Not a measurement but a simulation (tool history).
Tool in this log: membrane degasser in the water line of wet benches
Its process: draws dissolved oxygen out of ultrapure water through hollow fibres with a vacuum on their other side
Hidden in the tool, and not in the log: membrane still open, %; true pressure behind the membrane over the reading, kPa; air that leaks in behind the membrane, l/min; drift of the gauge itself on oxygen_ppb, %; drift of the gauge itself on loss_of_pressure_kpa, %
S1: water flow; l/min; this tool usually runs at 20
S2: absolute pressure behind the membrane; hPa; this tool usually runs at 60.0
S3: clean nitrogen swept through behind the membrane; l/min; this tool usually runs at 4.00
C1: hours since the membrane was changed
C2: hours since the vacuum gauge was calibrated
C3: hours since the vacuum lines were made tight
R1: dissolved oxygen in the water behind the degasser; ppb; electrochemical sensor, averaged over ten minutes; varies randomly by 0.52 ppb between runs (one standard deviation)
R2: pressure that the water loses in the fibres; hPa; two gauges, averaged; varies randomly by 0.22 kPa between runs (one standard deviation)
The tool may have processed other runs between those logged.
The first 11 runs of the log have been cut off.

| run | hour | S1 | S2 | S3 | C1 | C2 | C3 | R1 | R2 |
|---|---|---|---|---|---|---|---|---|---|
| 12 | 379.5 | 14 | 60.0 | 4.00 | 2483 | 3400 | 4467 | 28.6 | 368.7 |
| 13 | 424.4 | 14 | 60.0 | 4.00 | 2528 | 3445 | 4512 | 28.4 | 367.5 |
| 14 | 454.1 | 14 | 60.0 | 4.00 | 2557 | 3475 | 4541 | 27.3 | 363.5 |
| 15 | 481.4 | 20 | 133.5 | 4.00 | 2585 | 3502 | 4569 | 136.5 | 523.7 |
| 16 | 505.6 | 20 | 60.0 | 6.34 | 2609 | 3526 | 4593 | 32.1 | 523.2 |
| 17 | 549.2 | 20 | 60.0 | 6.34 | 2652 | 3570 | 4636 | 32.6 | 525.2 |
| 18 | 581.9 | 22 | 60.0 | 1.74 | 2685 | 3603 | 4669 | 99.2 | 575.4 |
| 19 | 608.5 | 22 | 39.3 | 1.74 | 2712 | 3629 | 4696 | 38.0 | 573.9 |
| 20 | 630.1 | 16 | 47.1 | 2.55 | 2733 | 3651 | 4717 | 29.8 | 420.2 |
| 21 | 652.2 | 20 | 94.1 | 4.00 | 2755 | 3673 | 4739 | 88.0 | 520.0 |
|  | 655.8 | vacuum gauge calibrated |
| 22 | 697.6 | 20 | 94.1 | 4.00 | 2800 | 42 | 4784 | 88.6 | 519.8 |
| 23 | 729.3 | 14 | 58.6 | 2.98 | 2832 | 74 | 4816 | 34.8 | 368.1 |
| 24 | 760.0 | 14 | 58.6 | 2.98 | 2863 | 104 | 4847 | 36.1 | 369.4 |
| 25 | 811.6 | 16 | 58.6 | 3.15 | 2914 | 156 | 4898 | 39.5 | 416.4 |
| 26 | 838.5 | 20 | 55.9 | 4.00 | 2941 | 183 | 4925 | 41.2 | 523.8 |
| 27 | 888.3 | 16 | 96.7 | 11.38 | 2991 | 232 | 4975 | 29.2 | 417.2 |
| 28 | 921.1 | 16 | 96.7 | 11.38 | 3024 | 265 | 5008 | 28.3 | 419.3 |
| 29 | 949.0 | 31 | 60.0 | 4.00 | 3052 | 293 | 5036 | 86.6 | 813.6 |
|  | 967.5 | vacuum gauge calibrated, once more |
| 30 | 978.2 | 31 | 60.0 | 4.00 | 3080 | 11 | 5064 | 86.4 | 811.4 |
| 31 | 1002.1 | 12 | 60.0 | 4.00 | 3104 | 35 | 5088 | 23.6 | 312.6 |
| 32 | 1033.9 | 24 | 60.0 | 4.00 | 3136 | 66 | 5120 | 56.2 | 630.0 |
| 33 | 1075.5 | 20 | 46.6 | 4.00 | 3178 | 108 | 5162 | 27.2 | 525.6 |

Alternative continuations, all from the tool just after run 33; predict every row:
| A | 1117.0 | 20 | 39.7 | 8.65 | 3219 | 149 | 5203 | ? | ? |
| B | 1117.0 | 20 | 92.2 | 2.06 | 3219 | 149 | 5203 | ? | ? |
| C | 1117.0 | 27 | 83.5 | 4.00 | 3219 | 149 | 5203 | ? | ? |

| run | R1 | R2 |
|---|---|---|
| A | 14.1 | 526.1 |
| B | 148.7 | 524.5 |
| C | 105.9 | 707.0 |
Without the tool's hidden state the same runs would have given:
| run | R1 | R2 |
|---|---|---|
| A | 13.1 | 517.1 |
| B | 144.9 | 515.4 |
| C | 102.5 | 694.7 |

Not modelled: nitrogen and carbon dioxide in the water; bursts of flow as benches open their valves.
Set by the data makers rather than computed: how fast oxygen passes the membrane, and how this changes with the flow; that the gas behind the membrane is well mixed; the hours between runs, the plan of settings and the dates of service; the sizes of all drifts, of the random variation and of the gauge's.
